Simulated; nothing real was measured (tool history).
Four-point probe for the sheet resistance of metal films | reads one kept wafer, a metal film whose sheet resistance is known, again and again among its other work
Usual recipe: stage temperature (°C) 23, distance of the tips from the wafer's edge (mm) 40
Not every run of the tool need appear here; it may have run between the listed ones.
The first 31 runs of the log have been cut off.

run     day  stage temperature (°C)  distance of the tips from the wafer's edge (mm)  touches since the probe head was changed  hours of work since the stage's thermometer was calibrated  sheet resistance as the instrument gives it (ohm/square)
 32  23.183                      24                                               40                                     13287                                                        1319                                                 10.248947
 33  24.304                      24                                               40                                     13661                                                        1337                                                 10.244134
 34  25.079                      30                                               49                                     13920                                                        1348                                                 10.232562
 35  25.746                      30                                               49                                     14143                                                        1359                                                 10.235023
 36  26.308                      21                                               22                                     14330                                                        1367                                                 10.256500
 37  27.217                      21                                               22                                     14634                                                        1381                                                 10.255629
 38  27.946                      21                                               22                                     14877                                                        1392                                                 10.256227
 39  28.642                      30                                               15                                     15110                                                        1403                                                 10.247242
 40  29.575                      23                                               22                                     15422                                                        1418                                                 10.254954
 41  30.183                      23                                               22                                     15625                                                        1427                                                 10.250963
 42  30.838                      27                                               57                                     15842                                                        1437                                                 10.242317
 43  31.829                      30                                               40                                     16174                                                        1452                                                 10.232966
 44  32.321                      34                                                4                                     16338                                                        1460                                                 10.362373
 45  33.429                      34                                                4                                     16708                                                        1477                                                 10.362408

Below are 4 alternative next runs, each starting from the tool's condition after run 45. Predict each:
  A  34.004                      18                                               27                                     16900                                                        1485                                                         ?
  B  34.004                      32                                                6                                     16900                                                        1485                                                         ?
  C  34.004                      19                                                5                                     16900                                                        1485                                                         ?
  D  34.004                      32                                               40                                     16900                                                        1485                                                         ?

run  sheet resistance as the instrument gives it (ohm/square)
  A                                                 10.257587
  B                                                 10.291615
  C                                                 10.345033
  D                                                 10.232623
Had the tool no hidden state, the same runs would have come out as:
run  sheet resistance as the instrument gives it (ohm/square)
  A                                                 10.230339
  B                                                 10.265506
  C                                                 10.317648
  D                                                 10.206662
